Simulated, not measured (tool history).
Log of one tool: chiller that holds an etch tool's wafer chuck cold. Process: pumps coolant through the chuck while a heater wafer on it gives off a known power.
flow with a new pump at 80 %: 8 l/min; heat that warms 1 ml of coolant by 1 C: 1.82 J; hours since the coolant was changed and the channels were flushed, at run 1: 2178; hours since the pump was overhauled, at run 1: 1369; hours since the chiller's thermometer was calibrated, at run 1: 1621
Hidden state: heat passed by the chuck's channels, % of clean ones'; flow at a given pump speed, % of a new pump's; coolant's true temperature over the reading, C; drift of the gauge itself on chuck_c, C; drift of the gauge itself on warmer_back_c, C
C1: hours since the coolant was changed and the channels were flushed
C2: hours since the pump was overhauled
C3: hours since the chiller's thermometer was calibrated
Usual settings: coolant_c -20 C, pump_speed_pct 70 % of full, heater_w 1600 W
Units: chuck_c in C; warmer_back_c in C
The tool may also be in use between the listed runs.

{"run": 1, "day": 0.0, "coolant_c": -20, "pump_speed_pct": 70, "heater_w": 1600, "C1": 2178, "C2": 1369, "C3": 1621, "chuck_c": -6.2, "warmer_back_c": 7.53}
{"run": 2, "day": 0.975, "coolant_c": -21, "pump_speed_pct": 70, "heater_w": 1600, "C1": 2201, "C2": 1392, "C3": 1645, "chuck_c": -7.3, "warmer_back_c": 7.56}
{"run": 3, "day": 2.738, "coolant_c": -21, "pump_speed_pct": 70, "heater_w": 1600, "C1": 2243, "C2": 1434, "C3": 1687, "chuck_c": -7.1, "warmer_back_c": 7.49}
{"run": 4, "day": 4.671, "coolant_c": -21, "pump_speed_pct": 70, "heater_w": 1265, "C1": 2290, "C2": 1481, "C3": 1734, "chuck_c": -9.9, "warmer_back_c": 5.95}
{"run": 5, "day": 6.288, "coolant_c": -21, "pump_speed_pct": 70, "heater_w": 1265, "C1": 2329, "C2": 1520, "C3": 1772, "chuck_c": -9.8, "warmer_back_c": 5.95}
{"run": 6, "day": 7.988, "coolant_c": -20, "pump_speed_pct": 70, "heater_w": 1742, "C1": 2369, "C2": 1560, "C3": 1813, "chuck_c": -4.8, "warmer_back_c": 8.15}
{"run": 7, "day": 9.05, "coolant_c": -20, "pump_speed_pct": 70, "heater_w": 1742, "C1": 2395, "C2": 1586, "C3": 1839, "chuck_c": -5.1, "warmer_back_c": 8.23}
{"run": 8, "day": 10.129, "coolant_c": -26, "pump_speed_pct": 73, "heater_w": 1401, "C1": 2421, "C2": 1612, "C3": 1864, "chuck_c": -14.2, "warmer_back_c": 6.37}
{"run": 9, "day": 11.358, "coolant_c": -26, "pump_speed_pct": 73, "heater_w": 1401, "C1": 2450, "C2": 1641, "C3": 1894, "chuck_c": -14.2, "warmer_back_c": 6.32}
{"run": 10, "day": 12.783, "coolant_c": -13, "pump_speed_pct": 83, "heater_w": 1970, "C1": 2484, "C2": 1675, "C3": 1928, "chuck_c": 2.2, "warmer_back_c": 7.81}
{"run": 11, "day": 14.158, "coolant_c": -22, "pump_speed_pct": 100, "heater_w": 1600, "C1": 2517, "C2": 1708, "C3": 1961, "chuck_c": -10.9, "warmer_back_c": 5.31}
{"run": 12, "day": 16.283, "coolant_c": -22, "pump_speed_pct": 100, "heater_w": 1600, "C1": 2568, "C2": 1759, "C3": 2012, "chuck_c": -10.9, "warmer_back_c": 5.33}
{"run": 13, "day": 17.804, "coolant_c": -28, "pump_speed_pct": 69, "heater_w": 1852, "C1": 2605, "C2": 1796, "C3": 2049, "chuck_c": -11.8, "warmer_back_c": 8.93}
{"run": 14, "day": 19.367, "coolant_c": -28, "pump_speed_pct": 78, "heater_w": 1852, "C1": 2642, "C2": 1833, "C3": 2086, "chuck_c": -13.0, "warmer_back_c": 7.85}

Forecast each of these 3 alternatives for the next run:
{"run": "A", "day": 21.45, "coolant_c": -30, "pump_speed_pct": 62, "heater_w": 917, "C1": 2692, "C2": 1883, "C3": 2136, "chuck_c": "?", "warmer_back_c": "?"}
{"run": "B", "day": 21.45, "coolant_c": -28, "pump_speed_pct": 61, "heater_w": 1407, "C1": 2692, "C2": 1883, "C3": 2136, "chuck_c": "?", "warmer_back_c": "?"}
{"run": "C", "day": 21.45, "coolant_c": -17, "pump_speed_pct": 71, "heater_w": 1600, "C1": 2692, "C2": 1883, "C3": 2136, "chuck_c": "?", "warmer_back_c": "?"}

run=A chuck_c=-21.4 warmer_back_c=4.88
run=B chuck_c=-14.8 warmer_back_c=7.54
run=C chuck_c=-3.3 warmer_back_c=7.44
Without the tool's hidden state the same runs would have given:
run=A chuck_c=-21.4 warmer_back_c=4.88
run=B chuck_c=-14.9 warmer_back_c=7.53
run=C chuck_c=-3.3 warmer_back_c=7.43

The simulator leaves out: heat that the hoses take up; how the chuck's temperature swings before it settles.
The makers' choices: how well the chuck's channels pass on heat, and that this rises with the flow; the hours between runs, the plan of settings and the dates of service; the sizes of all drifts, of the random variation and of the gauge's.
